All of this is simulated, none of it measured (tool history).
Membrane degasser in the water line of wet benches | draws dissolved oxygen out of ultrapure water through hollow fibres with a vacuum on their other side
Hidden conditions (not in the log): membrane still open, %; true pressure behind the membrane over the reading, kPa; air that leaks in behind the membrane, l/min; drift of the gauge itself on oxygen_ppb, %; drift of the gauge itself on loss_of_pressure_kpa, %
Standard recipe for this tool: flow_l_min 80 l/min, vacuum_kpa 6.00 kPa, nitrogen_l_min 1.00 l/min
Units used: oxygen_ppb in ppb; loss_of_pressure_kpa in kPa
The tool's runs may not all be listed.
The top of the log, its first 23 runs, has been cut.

run    hour  flow_l_min  vacuum_kpa  nitrogen_l_min  hours since the membrane was changed  hours since the vacuum gauge was calibrated  hours since the vacuum lines were made tight  oxygen_ppb  loss_of_pressure_kpa
 24  2839.2         122       14.70            0.47                                  3124                                          971                                         10310      2450.2                106.41
 25  2927.3         122        4.24            1.35                                  3212                                         1059                                         10398       182.5                107.00
 26  3004.4         122        4.24            1.35                                  3289                                         1136                                         10475       180.8                106.40
 27  3148.3         122        5.05            1.35                                  3433                                         1280                                         10619       293.5                106.59
 28  3297.9         122        5.05            1.35                                  3583                                         1429                                         10769       294.7                106.51
 29  3454.3         102       12.18            2.14                                  3739                                         1586                                         10925       779.0                 88.68
 30  3577.9         102       12.18            2.14                                  3863                                         1709                                         11049       778.5                 89.29
 31  3716.1          63       10.68            2.49                                  4001                                         1848                                         11187       394.9                 54.77
 32  3841.2          88       10.28            2.49                                  4126                                         1973                                         11312       495.2                 76.59

What if the next run were any one of these 4? Each begins from the tool's condition after run 32:
  A  4006.8          88       13.43            1.69                                  4292                                         2138                                         11478           ?                     ?
  B  4006.8          77       10.28            2.49                                  4292                                         2138                                         11478           ?                     ?
  C  4006.8          81       10.28            1.14                                  4292                                         2138                                         11478           ?                     ?
  D  4006.8          79        6.00            2.69                                  4292                                         2138                                         11478           ?                     ?

run  oxygen_ppb  loss_of_pressure_kpa
  A       925.0                 77.07
  B       443.9                 67.34
  C       809.3                 70.13
  D       176.1                 69.21
Without the tool's hidden state the same runs would have given:
run  oxygen_ppb  loss_of_pressure_kpa
  A       924.8                 76.10
  B       442.6                 66.49
  C       811.1                 69.24
  D       175.3                 68.33
